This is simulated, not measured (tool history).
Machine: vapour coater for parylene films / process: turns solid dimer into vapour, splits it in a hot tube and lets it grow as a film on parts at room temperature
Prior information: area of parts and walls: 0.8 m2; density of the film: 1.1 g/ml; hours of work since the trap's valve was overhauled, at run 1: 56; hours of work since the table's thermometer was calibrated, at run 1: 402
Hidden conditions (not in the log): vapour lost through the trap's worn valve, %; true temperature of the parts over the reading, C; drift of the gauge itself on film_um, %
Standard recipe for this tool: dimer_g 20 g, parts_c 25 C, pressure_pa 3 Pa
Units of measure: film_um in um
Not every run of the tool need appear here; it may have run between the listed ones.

run    day  dimer_g  parts_c  pressure_pa  hours of work since the trap's valve was overhauled  hours of work since the table's thermometer was calibrated  film_um
  1      0       20       25            3                                                   56                                                         402    14.03
  2    0.7       20       25            3                                                   67                                                         413    14.04
  3   1.55       20       25            3                                                   81                                                         426    14.09
  4  2.158       20       25            3                                                   91                                                         436       14
  5  2.675       20       25            3                                                   99                                                         444    14.13
  6  3.421       20       25            3                                                  111                                                         456    14.12
  7  4.229       20       25            3                                                  123                                                         469    14.19
  8  5.117       15       28            3                                                  137                                                         483     9.36
  9  5.721        9       22         8.71                                                  147                                                         492     6.58
 10  6.229       30       22         5.32                                                  155                                                         501    22.95
 11  7.042       30       22         5.32                                                  168                                                         513    22.77

Forecast each of these 4 alternatives for the next run:
  A  7.433       27       33         3.58                                                  174                                                         520        ?
  B  7.433       36       25         2.89                                                  174                                                         520        ?
  C  7.433       27       24            3                                                  174                                                         520        ?
  D  7.433       25       25            3                                                  174                                                         520        ?

run  film_um
  A    13.42
  B    25.33
  C    19.82
  D    17.59
The same runs, with their run-to-run variation unchanged, on a tool lacking any hidden condition would have given:
run  film_um
  A    13.44
  B    25.36
  C    19.85
  D    17.61

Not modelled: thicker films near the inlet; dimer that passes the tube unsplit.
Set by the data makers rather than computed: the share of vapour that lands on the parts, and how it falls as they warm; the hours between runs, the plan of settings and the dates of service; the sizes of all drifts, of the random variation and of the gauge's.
